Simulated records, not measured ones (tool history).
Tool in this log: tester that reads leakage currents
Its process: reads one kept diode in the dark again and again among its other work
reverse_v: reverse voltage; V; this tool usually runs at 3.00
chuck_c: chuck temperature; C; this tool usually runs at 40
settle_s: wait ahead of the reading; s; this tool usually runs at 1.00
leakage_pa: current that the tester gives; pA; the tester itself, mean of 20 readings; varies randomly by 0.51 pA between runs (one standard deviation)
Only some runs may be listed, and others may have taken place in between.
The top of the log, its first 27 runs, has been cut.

Run 28, hour 3366.3: usual settings but reverse_v 1.39 V, chuck_c 42 C, settle_s 4.46 s. Result: leakage_pa 134.56 pA.
Run 29, hour 3454.6: usual settings but reverse_v 1.39 V, chuck_c 42 C, settle_s 4.46 s. Result: leakage_pa 134.87 pA.
Run 30, hour 3598.7: usual settings but reverse_v 1.39 V, chuck_c 42 C, settle_s 0.74 s. Result: leakage_pa 135.05 pA.
Run 31, hour 3762.7: usual settings but reverse_v 1.39 V, chuck_c 42 C, settle_s 0.51 s. Result: leakage_pa 135.03 pA.
Run 32, hour 3894.6: usual settings but chuck_c 24 C, settle_s 5.24 s. Result: leakage_pa 52.66 pA.
Run 33, hour 4058.8: usual settings but chuck_c 21 C, settle_s 2.89 s. Result: leakage_pa 42.02 pA.
Run 34, hour 4184.0: usual settings but reverse_v 3.61 V, chuck_c 22 C, settle_s 2.78 s. Result: leakage_pa 49.30 pA.
Run 35, hour 4273.2: usual settings but reverse_v 6.72 V, settle_s 0.43 s. Result: leakage_pa 246.83 pA.
At hour 4305.8: chuck's temperature calibrated.
Run 36, hour 4444.5: usual settings but reverse_v 5.37 V, settle_s 1.08 s. Result: leakage_pa 219.80 pA.
At hour 4608.6: probe card cleaned and baked.
Run 37, hour 4611.5: usual settings but reverse_v 5.37 V, chuck_c 54 C, settle_s 7.03 s. Result: leakage_pa 553.50 pA.
Run 38, hour 4731.1: usual settings but reverse_v 5.37 V, chuck_c 54 C, settle_s 7.03 s. Result: leakage_pa 553.78 pA.
Run 39, hour 4863.2: usual settings but chuck_c 26 C. Result: leakage_pa 61.77 pA.
Run 40, hour 4985.3: usual settings but settle_s 1.63 s. Result: leakage_pa 167.52 pA.

Below are 3 alternative next runs, each starting from the tool's condition after run 40. Predict each:
Run A, hour 5079.1: usual settings but reverse_v 7.92 V, settle_s 2.28 s. Result: leakage_pa ?.
Run B, hour 5079.1: usual settings but reverse_v 16.47 V, settle_s 1.03 s. Result: leakage_pa ?.
Run C, hour 5079.1: usual settings but reverse_v 3.92 V, settle_s 0.32 s. Result: leakage_pa ?.

run  leakage_pa
  A      264.13
  B      371.16
  C      193.00
Without the tool's hidden state the same runs would have given:
run  leakage_pa
  A      264.44
  B      371.58
  C      193.22
